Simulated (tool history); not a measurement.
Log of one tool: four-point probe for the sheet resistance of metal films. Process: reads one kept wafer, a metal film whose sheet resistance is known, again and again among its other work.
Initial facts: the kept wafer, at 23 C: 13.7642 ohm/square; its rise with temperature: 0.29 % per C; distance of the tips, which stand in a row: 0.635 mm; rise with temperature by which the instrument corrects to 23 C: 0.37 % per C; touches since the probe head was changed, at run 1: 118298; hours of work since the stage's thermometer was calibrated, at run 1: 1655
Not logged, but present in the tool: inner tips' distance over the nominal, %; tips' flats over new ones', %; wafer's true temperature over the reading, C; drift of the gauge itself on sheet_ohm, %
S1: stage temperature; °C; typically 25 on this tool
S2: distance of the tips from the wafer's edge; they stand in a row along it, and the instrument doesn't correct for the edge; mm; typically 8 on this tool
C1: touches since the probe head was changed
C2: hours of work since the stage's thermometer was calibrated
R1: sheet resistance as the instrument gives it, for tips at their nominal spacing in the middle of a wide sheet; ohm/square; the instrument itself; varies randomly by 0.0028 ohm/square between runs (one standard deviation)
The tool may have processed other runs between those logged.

run	hour	S1	S2	C1	C2	R1
1	0.0	25	8	118298	1655	13.629540
2	94.9	25	8	120911	1700	13.629521
3	164.4	25	8	122822	1733	13.626577
4	226.1	25	8	124521	1763	13.625518
# hour 235.7: stage's thermometer calibrated
5	301.5	25	75	126584	31	13.592563
6	400.1	25	75	129299	78	13.586291
7	458.3	20	8	130899	106	13.695013
8	546.2	21	8	133320	148	13.675390
9	631.8	21	34	135676	189	13.626796
10	692.9	33	8	137357	218	13.539146
11	739.9	33	8	138651	240	13.542784
12	846.1	33	8	141573	291	13.535563
13	921.6	25	8	143651	327	13.620870
14	1027.3	19	8	146562	377	13.686639

Run 15 has not been measured yet. What should we expect?
15	1121.1	19	8	149143	422	?

Run 15 gave R1 13.689726 ohm/square.
Had the tool carried no hidden state, the very same run would have given R1 13.859721 ohm/square.
